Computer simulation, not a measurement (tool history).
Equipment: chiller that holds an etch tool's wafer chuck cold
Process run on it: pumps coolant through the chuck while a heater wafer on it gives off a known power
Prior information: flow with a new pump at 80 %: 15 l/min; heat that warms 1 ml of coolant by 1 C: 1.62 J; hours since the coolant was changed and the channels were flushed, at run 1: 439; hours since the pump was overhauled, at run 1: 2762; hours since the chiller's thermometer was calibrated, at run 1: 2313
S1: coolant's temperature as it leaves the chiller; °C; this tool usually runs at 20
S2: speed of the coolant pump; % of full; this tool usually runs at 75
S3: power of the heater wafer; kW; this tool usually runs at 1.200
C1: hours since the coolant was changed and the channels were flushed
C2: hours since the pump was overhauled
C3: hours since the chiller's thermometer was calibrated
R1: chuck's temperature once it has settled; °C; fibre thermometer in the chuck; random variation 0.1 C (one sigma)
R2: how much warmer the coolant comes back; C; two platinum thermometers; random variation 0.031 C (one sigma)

{"run": 1, "hour": 0.0, "S1": 20, "S2": 75, "S3": 1.2, "C1": 439, "C2": 2762, "C3": 2313, "R1": 28.4, "R2": 3.16}
{"run": 2, "hour": 169.6, "S1": 20, "S2": 75, "S3": 1.2, "C1": 609, "C2": 2931, "C3": 2483, "R1": 28.5, "R2": 3.09}
{"run": 3, "hour": 282.1, "S1": 11, "S2": 75, "S3": 1.2, "C1": 721, "C2": 3044, "C3": 2596, "R1": 19.4, "R2": 3.13}
{"run": 4, "hour": 429.9, "S1": 11, "S2": 75, "S3": 1.26, "C1": 869, "C2": 3192, "C3": 2743, "R1": 19.8, "R2": 3.32}
{"run": 5, "hour": 573.6, "S1": 11, "S2": 75, "S3": 1.554, "C1": 1013, "C2": 3335, "C3": 2887, "R1": 21.5, "R2": 4.06}
{"run": 6, "hour": 672.7, "S1": 12, "S2": 75, "S3": 1.2, "C1": 1112, "C2": 3435, "C3": 2986, "R1": 20.5, "R2": 3.18}
{"run": 7, "hour": 798.3, "S1": 12, "S2": 75, "S3": 1.2, "C1": 1237, "C2": 3560, "C3": 3112, "R1": 20.4, "R2": 3.16}
{"run": 8, "hour": 904.7, "S1": 20, "S2": 75, "S3": 1.2, "C1": 1344, "C2": 3667, "C3": 3218, "R1": 28.3, "R2": 3.14}
{"hour": 965.8, "done": "chiller's thermometer calibrated"}
{"run": 9, "hour": 1044.1, "S1": 20, "S2": 68, "S3": 1.2, "C1": 1482, "C2": 3805, "C3": 78, "R1": 29.2, "R2": 3.39}
{"run": 10, "hour": 1186.1, "S1": 20, "S2": 75, "S3": 1.2, "C1": 1624, "C2": 3947, "C3": 220, "R1": 28.2, "R2": 3.19}
{"run": 11, "hour": 1325.8, "S1": 20, "S2": 75, "S3": 0.743, "C1": 1764, "C2": 4087, "C3": 360, "R1": 25.3, "R2": 1.92}
{"run": 12, "hour": 1498.0, "S1": 14, "S2": 75, "S3": 1.396, "C1": 1936, "C2": 4259, "C3": 532, "R1": 23.8, "R2": 3.72}
{"run": 13, "hour": 1655.1, "S1": 14, "S2": 75, "S3": 1.396, "C1": 2093, "C2": 4416, "C3": 689, "R1": 23.8, "R2": 3.63}
{"run": 14, "hour": 1811.0, "S1": 14, "S2": 63, "S3": 1.396, "C1": 2249, "C2": 4572, "C3": 845, "R1": 25.1, "R2": 4.3}
{"run": 15, "hour": 1984.2, "S1": 20, "S2": 75, "S3": 1.36, "C1": 2422, "C2": 4745, "C3": 1018, "R1": 29.5, "R2": 3.53}
{"run": 16, "hour": 2055.8, "S1": 20, "S2": 75, "S3": 1.36, "C1": 2494, "C2": 4817, "C3": 1090, "R1": 29.5, "R2": 3.59}
{"run": 17, "hour": 2210.8, "S1": 24, "S2": 77, "S3": 0.96, "C1": 2649, "C2": 4972, "C3": 1245, "R1": 30.4, "R2": 2.45}
{"run": 18, "hour": 2327.2, "S1": 18, "S2": 75, "S3": 1.436, "C1": 2765, "C2": 5088, "C3": 1361, "R1": 28.1, "R2": 3.77}
{"run": 19, "hour": 2444.2, "S1": 18, "S2": 75, "S3": 1.436, "C1": 2882, "C2": 5205, "C3": 1478, "R1": 27.9, "R2": 3.72}
{"run": 20, "hour": 2557.7, "S1": 20, "S2": 65, "S3": 1.738, "C1": 2996, "C2": 5319, "C3": 1592, "R1": 33.6, "R2": 5.21}

Forecast run 21:
{"run": 21, "hour": 2645.0, "S1": 28, "S2": 72, "S3": 1.725, "C1": 3083, "C2": 5406, "C3": 1679, "R1": "?", "R2": "?"}

R1: 40.5 °C
R2: 4.68 C
The same run, on a tool lacking any hidden state, would have yielded R1 40.5 °C, R2 4.68 C.
